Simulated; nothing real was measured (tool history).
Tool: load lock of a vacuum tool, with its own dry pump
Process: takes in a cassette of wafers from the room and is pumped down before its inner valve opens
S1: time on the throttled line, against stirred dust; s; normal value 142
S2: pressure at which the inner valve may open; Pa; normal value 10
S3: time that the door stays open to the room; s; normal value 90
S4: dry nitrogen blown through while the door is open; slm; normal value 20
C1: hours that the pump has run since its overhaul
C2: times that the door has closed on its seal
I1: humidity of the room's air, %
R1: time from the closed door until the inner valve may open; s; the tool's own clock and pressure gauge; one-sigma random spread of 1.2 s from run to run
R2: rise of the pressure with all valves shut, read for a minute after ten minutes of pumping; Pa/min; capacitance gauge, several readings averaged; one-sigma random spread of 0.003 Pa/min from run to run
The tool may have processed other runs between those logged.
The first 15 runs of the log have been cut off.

run,hour,S1,S2,S3,S4,C1,C2,I1,R1,R2
16,4893.7,142,10,90,7,8657,23573,44.8,208.3,0.267
17,5348,142,14,90,20,9111,25281,43.5,204.5,0.269
18,5744.6,142,14,90,20,9508,26772,43.5,207.9,0.3
19,5979.5,142,10,44,20,9743,27654,42.5,209.9,0.297
20,6420.3,176,13,144,8,10183,29311,47.7,238,0.394
# hour 6683.6: door's seal changed, seat wiped
21,6824.7,142,20,129,20,10586,531,47,204.1,0.061
22,7152.6,273,20,129,20,10914,1763,44.4,319.8,0.061
23,7525.1,113,15,134,20,11287,3163,44.5,181.9,0.064
24,7948.7,113,15,134,20,11710,4755,44.4,184.1,0.08
25,8152.4,135,7,134,29,11914,5521,42.9,212.1,0.069
26,8546.1,72,7,134,12,12308,7000,45.8,155.9,0.107
27,8775.8,247,11,134,5,12538,7864,47.7,302.2,0.138
28,9004.6,139,10,90,10,12766,8724,43.9,212.6,0.11
29,9247.6,142,10,56,13,13009,9637,50.8,215.9,0.102
# hour 9281.9: dry pump taken out, an overhauled one fitted
30,9592,142,10,56,13,310,10909,43,198.3,0.105
31,9916.3,180,9,90,20,634,12128,46,234.1,0.119
32,10174.1,142,9,42,20,892,13097,44.2,199.7,0.109
33,10552.6,142,13,209,20,1271,14519,45.2,198.8,0.182
34,10844.1,142,13,209,20,1562,15615,48.2,196.4,0.183
35,11175.7,192,10,90,6,1894,16861,46.6,245.8,0.192
36,11633.1,192,10,90,6,2351,18580,47.4,245.2,0.219
37,12127.8,192,10,90,6,2846,20440,43.9,248.1,0.23
38,12503.1,160,18,44,20,3221,21850,44.2,210.4,0.218

What if the next run were any one of these 3? Each begins from the tool's condition after run 38:
A,12823.4,86,10,90,7,3541,23054,46.8,?,?
B,12823.4,79,18,44,20,3541,23054,42.9,?,?
C,12823.4,160,7,44,9,3541,23054,44.4,?,?

run,R1,R2
A,150.1,0.267
B,142.1,0.229
C,222.2,0.244
What these runs would have given with no unlogged condition in the tool:
run,R1,R2
A,145.8,0.067
B,137.8,0.028
C,218.1,0.043
